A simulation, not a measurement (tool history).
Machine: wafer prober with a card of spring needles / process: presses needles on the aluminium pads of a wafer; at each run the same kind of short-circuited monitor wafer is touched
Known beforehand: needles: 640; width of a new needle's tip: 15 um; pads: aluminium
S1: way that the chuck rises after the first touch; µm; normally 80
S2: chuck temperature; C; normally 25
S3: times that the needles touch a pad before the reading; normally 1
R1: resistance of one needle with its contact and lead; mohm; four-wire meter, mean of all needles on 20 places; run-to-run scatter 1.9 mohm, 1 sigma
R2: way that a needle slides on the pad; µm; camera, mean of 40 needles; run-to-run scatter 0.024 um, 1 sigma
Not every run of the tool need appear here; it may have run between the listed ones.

Run 1, hour 0.0: usual settings. Result: R1 201 mohm, R2 18.34 µm.
At hour 9.6: tips cleaned on abrasive film.
At hour 18.7: tips cleaned on abrasive film.
Run 2, hour 19.9: usual settings. Result: R1 208 mohm, R2 18.36 µm.
At hour 28.4: tips cleaned on abrasive film.
At hour 36.7: tips cleaned on abrasive film.
Run 3, hour 39.0: usual settings. Result: R1 210 mohm, R2 18.30 µm.
At hour 46.1: tips cleaned on abrasive film.
Run 4, hour 54.1: usual settings. Result: R1 214 mohm, R2 18.32 µm.
At hour 56.1: tips cleaned on abrasive film.
At hour 64.8: tips cleaned on abrasive film.
At hour 74.5: tips cleaned on abrasive film.
Run 5, hour 80.1: usual settings. Result: R1 215 mohm, R2 18.27 µm.
At hour 84.2: tips cleaned on abrasive film.
At hour 93.0: tips cleaned on abrasive film.
Run 6, hour 94.4: usual settings. Result: R1 205 mohm, R2 18.19 µm.
At hour 101.6: tips cleaned on abrasive film.
Run 7, hour 107.4: usual settings but S2 30 C. Result: R1 217 mohm, R2 18.25 µm.
At hour 110.8: tips cleaned on abrasive film.
At hour 120.2: tips cleaned on abrasive film.
At hour 129.1: tips cleaned on abrasive film.
Run 8, hour 131.5: usual settings but S2 40 C. Result: R1 211 mohm, R2 18.18 µm.
At hour 136.6: height of the first contact set anew.
At hour 138.6: tips cleaned on abrasive film.
Run 9, hour 143.1: usual settings. Result: R1 213 mohm, R2 18.36 µm.
At hour 147.9: tips cleaned on abrasive film.
At hour 156.4: tips cleaned on abrasive film.
Run 10, hour 164.1: usual settings but S3 2. Result: R1 211 mohm, R2 18.36 µm.
At hour 165.8: tips cleaned on abrasive film.
At hour 174.4: tips cleaned on abrasive film.
Run 11, hour 177.5: usual settings but S3 2. Result: R1 210 mohm, R2 18.36 µm.
At hour 183.2: tips cleaned on abrasive film.
At hour 191.4: tips cleaned on abrasive film.
Run 12, hour 197.6: usual settings but S3 2. Result: R1 212 mohm, R2 18.29 µm.
At hour 199.9: tips cleaned on abrasive film.
At hour 208.3: tips cleaned on abrasive film.
Run 13, hour 211.5: usual settings but S3 2. Result: R1 207 mohm, R2 18.26 µm.
At hour 216.9: tips cleaned on abrasive film.
At hour 225.8: tips cleaned on abrasive film.
At hour 234.3: tips cleaned on abrasive film.
Run 14, hour 237.0: usual settings but S3 2. Result: R1 206 mohm, R2 18.25 µm.
At hour 243.7: tips cleaned on abrasive film.
At hour 252.7: tips cleaned on abrasive film.
Run 15, hour 252.7: usual settings but S2 47 C. Result: R1 211 mohm, R2 18.23 µm.
At hour 262.1: tips cleaned on abrasive film.
At hour 270.8: tips cleaned on abrasive film.
Run 16, hour 271.4: usual settings but S3 2. Result: R1 204 mohm, R2 18.19 µm.
At hour 279.4: tips cleaned on abrasive film.
At hour 288.2: tips cleaned on abrasive film.
At hour 293.3: height of the first contact set anew.
At hour 296.9: tips cleaned on abrasive film.
Run 17, hour 297.8: usual settings but S1 71 µm, S2 102 C. Result: R1 227 mohm, R2 16.34 µm.
At hour 305.4: tips cleaned on abrasive film.
At hour 313.9: tips cleaned on abrasive film.
Run 18, hour 317.5: usual settings but S1 62 µm, S2 101 C. Result: R1 230 mohm, R2 14.23 µm.
At hour 322.3: tips cleaned on abrasive film.
Run 19, hour 328.7: usual settings but S1 62 µm, S2 101 C. Result: R1 237 mohm, R2 14.22 µm.
At hour 330.8: tips cleaned on abrasive film.
At hour 339.8: tips cleaned on abrasive film.
At hour 348.3: tips cleaned on abrasive film.
Run 20, hour 351.8: usual settings but S1 71 µm, S2 101 C. Result: R1 229 mohm, R2 16.25 µm.
At hour 357.6: tips cleaned on abrasive film.
At hour 366.5: tips cleaned on abrasive film.
At hour 374.6: tips cleaned on abrasive film.
Run 21, hour 377.2: usual settings but S1 95 µm, S2 48 C, S3 2. Result: R1 210 mohm, R2 21.68 µm.
At hour 382.7: tips cleaned on abrasive film.
At hour 391.0: tips cleaned on abrasive film.
Run 22, hour 394.0: usual settings but S1 95 µm, S2 48 C, S3 2. Result: R1 210 mohm, R2 21.59 µm.
At hour 399.1: tips cleaned on abrasive film.
At hour 407.5: tips cleaned on abrasive film.
Run 23, hour 409.4: usual settings but S1 95 µm, S2 48 C, S3 2. Result: R1 212 mohm, R2 21.66 µm.
At hour 415.9: tips cleaned on abrasive film.
At hour 424.1: tips cleaned on abrasive film.
Run 24, hour 430.6: usual settings but S1 76 µm, S2 121 C, S3 3. Result: R1 225 mohm, R2 17.23 µm.
At hour 432.6: tips cleaned on abrasive film.
At hour 440.8: tips cleaned on abrasive film.
Run 25, hour 445.0: usual settings but S1 74 µm, S2 117 C, S3 3. Result: R1 227 mohm, R2 16.77 µm.
At hour 450.4: tips cleaned on abrasive film.
At hour 450.7: height of the first contact set anew.
At hour 459.2: tips cleaned on abrasive film.
At hour 467.8: tips cleaned on abrasive film.
Run 26, hour 470.0: usual settings but S1 74 µm, S2 117 C, S3 3. Result: R1 229 mohm, R2 16.97 µm.
At hour 476.3: tips cleaned on abrasive film.
At hour 485.1: tips cleaned on abrasive film.
Run 27, hour 486.4: usual settings but S1 89 µm, S2 36 C, S3 3. Result: R1 209 mohm, R2 20.41 µm.
At hour 493.6: tips cleaned on abrasive film.
Run 28, hour 501.2: usual settings but S1 85 µm, S2 112 C, S3 2. Result: R1 230 mohm, R2 19.47 µm.

Some steps in R1, run to run, broken into two amounts with sign: the step expected even without the hidden condition (settings, incoming material, random variation), and the rest, left for the hidden condition together with whatever gauge scatter is not in both the measured and the hidden-condition-free result:
Unlogged tool condition in this case: debris on the tips, nm; way that the needles fall short of the set height, um; tips' diameter, um; drift of the gauge itself on contact_mohm, %; drift of the gauge itself on scrub_um, %.
Run 3 -> 4: tips cleaned on abrasive film. R1 +4 mohm: hidden state +8, all else -4.
Run 16 -> 17: S1 80 -> 71, S2 25 -> 102, S3 2 -> 1, tips cleaned on abrasive film, tips cleaned on abrasive film, height of the first contact set anew, tips cleaned on abrasive film. R1 +23 mohm: hidden state +2, all else +21.
Run 17 -> 18: S1 71 -> 62, S2 102 -> 101, tips cleaned on abrasive film, tips cleaned on abrasive film. R1 +3 mohm: hidden state +7, all else -4.
Run 27 -> 28: S1 89 -> 85, S2 36 -> 112, S3 3 -> 2, tips cleaned on abrasive film. R1 +21 mohm: hidden state +4, all else +17.
